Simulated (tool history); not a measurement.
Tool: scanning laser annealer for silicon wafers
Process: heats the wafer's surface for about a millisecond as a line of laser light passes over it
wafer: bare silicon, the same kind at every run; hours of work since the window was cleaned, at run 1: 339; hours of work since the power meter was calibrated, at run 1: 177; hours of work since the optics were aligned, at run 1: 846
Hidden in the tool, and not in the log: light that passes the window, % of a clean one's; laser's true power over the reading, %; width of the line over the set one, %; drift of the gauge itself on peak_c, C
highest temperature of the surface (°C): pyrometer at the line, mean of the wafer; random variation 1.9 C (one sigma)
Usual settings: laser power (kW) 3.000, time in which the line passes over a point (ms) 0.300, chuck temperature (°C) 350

run   hour  laser power (kW)  time in which the line passes over a point (ms)  chuck temperature (°C)  hours of work since the window was cleaned  hours of work since the power meter was calibrated  hours of work since the optics were aligned  highest temperature of the surface (°C)
  1    0.0             3.000                                            0.300                     350                                         339                                                 177                                          846                                     1149
  2    7.8             3.000                                            0.300                     354                                         343                                                 180                                          850                                     1149
  3   17.0             3.265                                            0.300                     350                                         348                                                 185                                          855                                     1235
  4   21.2             3.194                                            0.300                     350                                         350                                                 187                                          857                                     1213
  5   28.1             3.194                                            0.300                     333                                         353                                                 191                                          861                                     1197
  6   32.5             3.000                                            0.310                     350                                         355                                                 193                                          863                                     1159
  7   36.5             3.000                                            0.310                     350                                         357                                                 195                                          865                                     1158
  8   44.8             3.000                                            0.310                     350                                         362                                                 199                                          869                                     1161
  9   51.5             3.000                                            0.310                     350                                         365                                                 202                                          872                                     1161
 10   60.8             2.843                                            0.261                     343                                         370                                                 207                                          877                                     1036
 11   69.5             3.000                                            0.266                     331                                         374                                                 211                                          881                                     1078
 12   76.0             3.000                                            0.266                     331                                         377                                                 215                                          885                                     1079
 13   85.5             3.000                                            0.266                     331                                         382                                                 220                                          889                                     1079
 14   90.5             3.000                                            0.317                     331                                         385                                                 222                                          892                                     1151
 15   95.7             3.013                                            0.272                     335                                         387                                                 225                                          895                                     1096
 16  104.6             3.013                                            0.272                     335                                         392                                                 229                                          899                                     1095

Forecast each of these 3 alternatives for the next run:
  A  113.3             3.013                                            0.281                     330                                         396                                                 233                                          903                                        ?
  B  113.3             3.295                                            0.300                     322                                         396                                                 233                                          903                                        ?
  C  113.3             3.000                                            0.274                     338                                         396                                                 233                                          903                                        ?

run  highest temperature of the surface (°C)
  A                                     1104
  B                                     1219
  C                                     1097
Without the tool's hidden state the same runs would have given:
run  highest temperature of the surface (°C)
  A                                     1105
  B                                     1220
  C                                     1098
